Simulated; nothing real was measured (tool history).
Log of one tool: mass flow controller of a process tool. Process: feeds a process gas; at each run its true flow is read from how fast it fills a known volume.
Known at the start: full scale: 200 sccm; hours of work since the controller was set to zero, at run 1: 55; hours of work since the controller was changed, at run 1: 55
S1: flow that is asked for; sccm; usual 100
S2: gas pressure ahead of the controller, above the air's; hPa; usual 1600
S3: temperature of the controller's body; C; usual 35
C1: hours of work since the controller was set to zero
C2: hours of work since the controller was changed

{"run": 1, "hour": 0.0, "S1": 100, "S2": 1600, "S3": 35, "C1": 55, "C2": 55, "true flow (%)": 100.51}
{"run": 2, "hour": 105.6, "S1": 100, "S2": 1600, "S3": 35, "C1": 88, "C2": 88, "true flow (%)": 100.44}
{"run": 3, "hour": 259.9, "S1": 100, "S2": 1600, "S3": 35, "C1": 136, "C2": 136, "true flow (%)": 100.53}
{"run": 4, "hour": 450.7, "S1": 100, "S2": 1600, "S3": 35, "C1": 196, "C2": 196, "true flow (%)": 100.45}
{"run": 5, "hour": 589.1, "S1": 100, "S2": 1600, "S3": 35, "C1": 239, "C2": 239, "true flow (%)": 100.55}
{"run": 6, "hour": 811.7, "S1": 100, "S2": 1600, "S3": 24, "C1": 308, "C2": 308, "true flow (%)": 99.7}
{"run": 7, "hour": 1028.6, "S1": 100, "S2": 1600, "S3": 35, "C1": 375, "C2": 375, "true flow (%)": 100.62}
{"run": 8, "hour": 1223.0, "S1": 146, "S2": 1600, "S3": 35, "C1": 436, "C2": 436, "true flow (%)": 100.81}
{"run": 9, "hour": 1349.2, "S1": 189, "S2": 2640, "S3": 29, "C1": 475, "C2": 475, "true flow (%)": 100.69}

Run 10 comes next. What will it give?
{"run": 10, "hour": 1551.1, "S1": 73, "S2": 2270, "S3": 30, "C1": 538, "C2": 538, "true flow (%)": "?"}

Run 10 gave true flow (%) 100.43.
Without the tool's hidden state the same run would have given true flow (%) 99.90.

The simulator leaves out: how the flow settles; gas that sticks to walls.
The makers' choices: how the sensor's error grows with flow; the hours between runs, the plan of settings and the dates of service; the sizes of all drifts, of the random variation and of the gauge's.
